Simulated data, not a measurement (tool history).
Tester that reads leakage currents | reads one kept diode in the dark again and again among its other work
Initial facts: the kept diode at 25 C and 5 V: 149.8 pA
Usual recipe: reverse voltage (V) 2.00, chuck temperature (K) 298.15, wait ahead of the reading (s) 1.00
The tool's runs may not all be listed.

run     day  reverse voltage (V)  chuck temperature (K)  wait ahead of the reading (s)  current that the tester gives (pA)
  1   0.000                 2.00                 298.15                           1.00                               93.57
  2   1.471                 2.00                 298.15                           1.00                               94.15
  3   3.317                 2.00                 298.15                           3.66                               93.48
  4   5.354                 2.00                 298.15                           3.66                               94.26
  5   7.975                 2.00                 298.15                           1.00                               94.08
  6  10.083                 2.00                 298.15                           1.00                               93.92
  7  12.408                 2.00                 298.15                           1.00                               94.52
  8  13.946                 2.00                 298.15                           1.00                               93.44
  9  16.233                 2.00                 298.15                           1.00                               94.13
 10  17.829                 2.00                 298.15                           5.45                               94.01
 11  20.179                 2.00                 298.15                           5.45                               93.48
 12  21.592                 2.00                 298.15                           5.45                               94.08
 13  23.438                 2.00                 298.15                           5.45                               93.70
 14  25.117                 2.00                 298.15                           5.45                               93.47
 15  26.575                 2.00                 298.15                           5.45                               94.11
 16  28.421                 6.59                 298.15                           1.00                              173.99
 17  29.846                 9.17                 298.15                           1.00                              207.77
 18  32.671                 9.17                 298.15                           1.00                              207.15
 19  34.150                 9.17                 298.15                           1.00                              206.36
 20  35.483                18.61                 298.15                           1.00                              298.18
 21  38.112                 6.94                 307.15                           0.68                              396.00
 22  40.279                 6.52                 296.15                           0.46                              145.11
 23  42.729                 2.00                 308.15                           4.71                              227.47
 24  44.450                 2.00                 308.15                           4.71                              227.67
 25  46.642                 2.00                 308.15                           4.71                              227.10
 26  48.712                 2.00                 303.15                           1.99                              147.15
 27  50.250                11.32                 330.15                           0.39                             3247.42
 28  51.479                 1.13                 325.15                           0.39                              681.64
 29  53.029                 1.13                 325.15                           0.39                              679.03
 30  54.392                 1.89                 309.15                           6.08                              241.60
 31  55.592                 4.01                 293.15                           8.75                               84.29
 32  57.238                 2.00                 314.15                           1.00                              377.27
 33  59.758                 2.00                 314.15                           1.00                              379.50
 34  61.567                 2.15                 315.15                           2.23                              427.53

Run 35 has not been measured yet. What should we expect?
 35  64.271                 6.49                 295.15                           9.03                                   ?

current that the tester gives (pA): 130.21
If the tool had no hidden condition, the same run with the same run-to-run variation would have returned current that the tester gives (pA) 130.02.
